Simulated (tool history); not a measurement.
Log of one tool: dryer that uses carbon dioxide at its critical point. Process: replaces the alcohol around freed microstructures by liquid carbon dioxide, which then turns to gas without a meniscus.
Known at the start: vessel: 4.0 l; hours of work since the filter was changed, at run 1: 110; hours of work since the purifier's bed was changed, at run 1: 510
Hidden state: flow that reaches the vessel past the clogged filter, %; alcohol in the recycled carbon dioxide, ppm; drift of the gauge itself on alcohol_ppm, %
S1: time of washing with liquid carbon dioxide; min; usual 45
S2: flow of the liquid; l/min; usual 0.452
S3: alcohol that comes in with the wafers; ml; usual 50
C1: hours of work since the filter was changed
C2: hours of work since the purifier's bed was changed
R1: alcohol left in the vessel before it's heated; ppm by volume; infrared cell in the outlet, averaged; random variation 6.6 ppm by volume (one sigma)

{"run": 1, "day": 0.0, "S1": 45, "S2": 0.452, "S3": 50, "C1": 110, "C2": 510, "R1": 324}
{"run": 2, "day": 1.596, "S1": 45, "S2": 0.452, "S3": 50, "C1": 133, "C2": 534, "R1": 341}
{"run": 3, "day": 3.412, "S1": 45, "S2": 0.452, "S3": 50, "C1": 160, "C2": 561, "R1": 328}
{"run": 4, "day": 4.638, "S1": 45, "S2": 0.452, "S3": 50, "C1": 179, "C2": 579, "R1": 359}
{"run": 5, "day": 5.962, "S1": 45, "S2": 0.452, "S3": 50, "C1": 198, "C2": 598, "R1": 345}
{"run": 6, "day": 7.729, "S1": 45, "S2": 0.452, "S3": 50, "C1": 224, "C2": 625, "R1": 346}
{"run": 7, "day": 9.938, "S1": 45, "S2": 0.452, "S3": 27, "C1": 257, "C2": 657, "R1": 210}
{"run": 8, "day": 11.329, "S1": 53, "S2": 0.452, "S3": 27, "C1": 278, "C2": 678, "R1": 127}
{"run": 9, "day": 13.129, "S1": 53, "S2": 0.452, "S3": 27, "C1": 305, "C2": 705, "R1": 137}
{"run": 10, "day": 15.175, "S1": 53, "S2": 0.452, "S3": 27, "C1": 335, "C2": 735, "R1": 146}
{"run": 11, "day": 17.529, "S1": 45, "S2": 0.452, "S3": 77, "C1": 370, "C2": 770, "R1": 596}
{"run": 12, "day": 19.533, "S1": 45, "S2": 0.452, "S3": 33, "C1": 400, "C2": 800, "R1": 274}
{"run": 13, "day": 21.45, "S1": 45, "S2": 0.452, "S3": 33, "C1": 428, "C2": 828, "R1": 283}
{"run": 14, "day": 22.792, "S1": 32, "S2": 0.452, "S3": 50, "C1": 448, "C2": 848, "R1": 1078}
{"run": 15, "day": 24.983, "S1": 32, "S2": 0.452, "S3": 50, "C1": 481, "C2": 881, "R1": 1146}
{"day": 25.55, "done": "inlet filter changed"}
{"run": 16, "day": 26.338, "S1": 38, "S2": 0.452, "S3": 50, "C1": 12, "C2": 900, "R1": 570}
{"run": 17, "day": 28.683, "S1": 38, "S2": 0.452, "S3": 50, "C1": 47, "C2": 935, "R1": 572}
{"run": 18, "day": 29.979, "S1": 38, "S2": 0.452, "S3": 50, "C1": 66, "C2": 954, "R1": 566}
{"run": 19, "day": 31.25, "S1": 58, "S2": 0.703, "S3": 23, "C1": 85, "C2": 973, "R1": 45}
{"run": 20, "day": 32.525, "S1": 52, "S2": 0.46, "S3": 50, "C1": 104, "C2": 992, "R1": 199}
{"run": 21, "day": 34.608, "S1": 45, "S2": 0.57, "S3": 22, "C1": 134, "C2": 1023, "R1": 101}
{"run": 22, "day": 36.121, "S1": 64, "S2": 0.298, "S3": 97, "C1": 157, "C2": 1045, "R1": 824}
{"run": 23, "day": 37.258, "S1": 64, "S2": 0.521, "S3": 54, "C1": 174, "C2": 1062, "R1": 78}
{"run": 24, "day": 38.696, "S1": 34, "S2": 0.452, "S3": 50, "C1": 195, "C2": 1084, "R1": 850}
{"run": 25, "day": 39.888, "S1": 34, "S2": 0.452, "S3": 50, "C1": 213, "C2": 1101, "R1": 858}
{"day": 40.988, "done": "purifier's bed changed"}
{"run": 26, "day": 40.988, "S1": 34, "S2": 0.452, "S3": 50, "C1": 227, "C2": 0, "R1": 824}
{"run": 27, "day": 42.288, "S1": 34, "S2": 0.452, "S3": 50, "C1": 247, "C2": 19, "R1": 829}
{"run": 28, "day": 44.654, "S1": 56, "S2": 0.292, "S3": 101, "C1": 282, "C2": 54, "R1": 1471}
{"run": 29, "day": 46.067, "S1": 42, "S2": 0.452, "S3": 51, "C1": 303, "C2": 75, "R1": 473}
{"run": 30, "day": 48.1, "S1": 31, "S2": 0.564, "S3": 110, "C1": 333, "C2": 106, "R1": 1315}
{"run": 31, "day": 49.896, "S1": 31, "S2": 0.579, "S3": 110, "C1": 359, "C2": 132, "R1": 1217}
{"run": 32, "day": 51.233, "S1": 45, "S2": 0.452, "S3": 106, "C1": 379, "C2": 152, "R1": 824}
{"run": 33, "day": 52.454, "S1": 45, "S2": 0.452, "S3": 50, "C1": 398, "C2": 170, "R1": 391}
{"run": 34, "day": 53.796, "S1": 51, "S2": 0.452, "S3": 50, "C1": 417, "C2": 190, "R1": 266}
{"run": 35, "day": 55.292, "S1": 43, "S2": 0.452, "S3": 50, "C1": 440, "C2": 212, "R1": 474}
{"run": 36, "day": 57.662, "S1": 43, "S2": 0.452, "S3": 50, "C1": 475, "C2": 248, "R1": 483}

Measured less the same run without the tool's hidden state. The same run-to-run variation is in both; the gauge's scatter may not be:
run=1 R1=+41
run=2 R1=+48
run=3 R1=+52
run=4 R1=+61
run=5 R1=+65
run=6 R1=+70
run=7 R1=+56
run=8 R1=+46
run=9 R1=+49
run=10 R1=+52
run=11 R1=+156
run=12 R1=+89
run=13 R1=+96
run=14 R1=+241
run=15 R1=+272
run=16 R1=+48
run=17 R1=+58
run=18 R1=+63
run=19 R1=+38
run=20 R1=+55
run=21 R1=+47
run=22 R1=+131
run=23 R1=+47
run=24 R1=+134
run=25 R1=+140
run=26 R1=+108
run=27 R1=+116
run=28 R1=+242
run=29 R1=+97
run=30 R1=+265
run=31 R1=+268
run=32 R1=+213
run=33 R1=+109
run=34 R1=+85
run=35 R1=+135
run=36 R1=+146
